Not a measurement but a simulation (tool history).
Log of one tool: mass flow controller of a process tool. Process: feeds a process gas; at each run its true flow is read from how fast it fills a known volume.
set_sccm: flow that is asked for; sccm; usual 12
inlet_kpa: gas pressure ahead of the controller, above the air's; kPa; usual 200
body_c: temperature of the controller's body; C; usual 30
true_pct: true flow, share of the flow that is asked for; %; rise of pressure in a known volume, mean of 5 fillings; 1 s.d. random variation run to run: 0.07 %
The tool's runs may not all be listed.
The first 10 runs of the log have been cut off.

| run | hour | set_sccm | inlet_kpa | body_c | true_pct |
|---|---|---|---|---|---|
| 11 | 578.8 | 12 | 200 | 30 | 99.48 |
| 12 | 623.8 | 12 | 200 | 30 | 99.42 |
| 13 | 688.6 | 12 | 200 | 30 | 99.5 |
| 14 | 761 | 12 | 200 | 30 | 99.42 |
| 15 | 830.8 | 12 | 144 | 30 | 99.68 |
| 16 | 864.6 | 12 | 200 | 22 | 98.99 |
| 17 | 922.8 | 12 | 200 | 22 | 99.04 |
| 18 | 1002 | 14 | 200 | 29 | 99.69 |
| 19 | 1060.6 | 11 | 200 | 24 | 98.93 |
| 20 | 1138.8 | 6 | 259 | 31 | 98.11 |
| 21 | 1191.2 | 5 | 226 | 30 | 97.92 |
| 22 | 1239.2 | 5 | 226 | 30 | 97.86 |
| 23 | 1279.8 | 7 | 209 | 33 | 98.63 |
| 24 | 1350.9 | 12 | 148 | 38 | 100.25 |
| 25 | 1396.9 | 12 | 158 | 24 | 99.36 |
| 26 | 1458.3 | 12 | 158 | 24 | 99.27 |
| 27 | 1527.9 | 12 | 158 | 24 | 99.35 |
| 28 | 1581.5 | 12 | 158 | 31 | 99.58 |
| 29 | 1616.7 | 3 | 153 | 31 | 97.57 |
| 30 | 1688.3 | 3 | 153 | 31 | 97.56 |
| 31 | 1756.5 | 9 | 153 | 30 | 99.23 |
| 32 | 1808.7 | 9 | 153 | 30 | 99.18 |
| 33 | 1873.7 | 6 | 246 | 22 | 97.54 |
| 34 | 1939.6 | 12 | 256 | 31 | 99.39 |

3 ways to go on from here, each from the tool as it stands after run 34. What would each give?
| A | 1986.5 | 19 | 240 | 37 | ? |
| B | 1986.5 | 12 | 200 | 29 | ? |
| C | 1986.5 | 10 | 195 | 30 | ? |

| run | true_pct |
|---|---|
| A | 100.91 |
| B | 99.32 |
| C | 99.02 |
The same runs, with their run-to-run variation unchanged, on a tool lacking any hidden condition would have given:
| run | true_pct |
|---|---|
| A | 100.36 |
| B | 98.88 |
| C | 98.63 |

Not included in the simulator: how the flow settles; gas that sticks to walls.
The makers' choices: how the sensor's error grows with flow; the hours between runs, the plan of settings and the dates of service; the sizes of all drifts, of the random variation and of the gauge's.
